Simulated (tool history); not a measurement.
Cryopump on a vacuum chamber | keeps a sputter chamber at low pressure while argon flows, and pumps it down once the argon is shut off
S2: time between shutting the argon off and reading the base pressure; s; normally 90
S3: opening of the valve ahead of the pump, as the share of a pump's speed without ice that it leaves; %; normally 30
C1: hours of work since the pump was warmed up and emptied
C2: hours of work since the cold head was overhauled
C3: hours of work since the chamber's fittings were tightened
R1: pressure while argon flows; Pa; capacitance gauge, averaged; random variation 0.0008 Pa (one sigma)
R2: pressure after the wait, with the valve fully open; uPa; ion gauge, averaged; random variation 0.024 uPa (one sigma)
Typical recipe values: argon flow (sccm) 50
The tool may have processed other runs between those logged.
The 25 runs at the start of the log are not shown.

Run 26, day 26.279: usual settings but argon flow (sccm) 24, S2 173 s, S3 34 %; C1 598; C2 598; C3 1279. Result: R1 0.0703 Pa, R2 0.9 uPa.
Run 27, day 27.462: usual settings but argon flow (sccm) 31, S2 261 s, S3 34 %; C1 613; C2 613; C3 1293. Result: R1 0.0899 Pa, R2 0.77 uPa.
Run 28, day 28.55: usual settings but argon flow (sccm) 23, S2 100 s; C1 626; C2 626; C3 1307. Result: R1 0.0741 Pa, R2 1.14 uPa.
Run 29, day 29.8: usual settings but argon flow (sccm) 22, S2 71 s, S3 50 %; C1 642; C2 642; C3 1322. Result: R1 0.044 Pa, R2 1.39 uPa.
Run 30, day 30.796: usual settings but argon flow (sccm) 22, S2 71 s, S3 50 %; C1 654; C2 654; C3 1335. Result: R1 0.0444 Pa, R2 1.39 uPa.
Run 31, day 32.312: usual settings but argon flow (sccm) 22, S2 71 s, S3 50 %; C1 673; C2 673; C3 1354. Result: R1 0.0451 Pa, R2 1.39 uPa.
Run 32, day 33.458: usual settings but S2 107 s, S3 34 %; C1 687; C2 687; C3 1368. Result: R1 0.1465 Pa, R2 1.12 uPa.
Run 33, day 34.358: usual settings but S2 107 s, S3 34 %; C1 698; C2 698; C3 1379. Result: R1 0.1448 Pa, R2 1.11 uPa.
Run 34, day 35.667: usual settings but argon flow (sccm) 31, S2 140 s, S3 42 %; C1 715; C2 715; C3 1395. Result: R1 0.0744 Pa, R2 1.01 uPa.
Run 35, day 36.421: usual settings but argon flow (sccm) 70, S2 70 s, S3 19 %; C1 724; C2 724; C3 1405. Result: R1 0.3546 Pa, R2 1.43 uPa.

What if the next run were any one of these 3? Each begins from the tool's condition after run 35:
Run A, day 37.608: usual settings but argon flow (sccm) 54, S2 58 s; C1 739; C2 739; C3 1419. Result: R1 ?, R2 ?.
Run B, day 37.608: usual settings but argon flow (sccm) 80, S2 70 s, S3 19 %; C1 739; C2 739; C3 1419. Result: R1 ?, R2 ?.
Run C, day 37.608: usual settings but argon flow (sccm) 99, S2 35 s, S3 17 %; C1 739; C2 739; C3 1419. Result: R1 ?, R2 ?.

run      R1    R2
  A  0.1773  1.59
  B  0.4056  1.45
  C  0.5584  2.35
With no hidden state in the tool, these same runs would have given:
run      R1    R2
  A  0.1672  1.19
  B  0.3907  1.04
  C  0.5399  1.94
